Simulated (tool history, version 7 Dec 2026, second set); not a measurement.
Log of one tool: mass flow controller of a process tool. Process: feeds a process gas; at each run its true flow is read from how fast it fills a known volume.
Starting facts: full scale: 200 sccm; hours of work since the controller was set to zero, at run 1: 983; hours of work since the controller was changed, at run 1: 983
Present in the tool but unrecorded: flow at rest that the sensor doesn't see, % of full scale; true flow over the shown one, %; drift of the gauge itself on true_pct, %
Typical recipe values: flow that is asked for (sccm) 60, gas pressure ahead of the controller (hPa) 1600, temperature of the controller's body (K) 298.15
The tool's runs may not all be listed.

run	day	flow that is asked for (sccm)	gas pressure ahead of the controller (hPa)	temperature of the controller's body (K)	hours of work since the controller was set to zero	hours of work since the controller was changed	true flow (%)
1	0.000	60	1600	298.15	983	983	98.96
2	5.938	60	1600	298.15	1029	1029	99.10
3	10.750	60	1600	298.15	1067	1067	98.92
4	13.892	28	1600	298.15	1092	1092	98.69
5	21.162	60	1500	298.15	1149	1149	99.06
6	26.425	60	1500	298.15	1191	1191	98.99
7	30.950	60	2400	298.15	1226	1226	98.82

The next listed run, before its measurement:
8	36.867	74	1600	298.15	1273	1273	?

true flow (%): 99.14
If the tool had no hidden condition, the same run with the same run-to-run variation would have returned true flow (%) 99.13.

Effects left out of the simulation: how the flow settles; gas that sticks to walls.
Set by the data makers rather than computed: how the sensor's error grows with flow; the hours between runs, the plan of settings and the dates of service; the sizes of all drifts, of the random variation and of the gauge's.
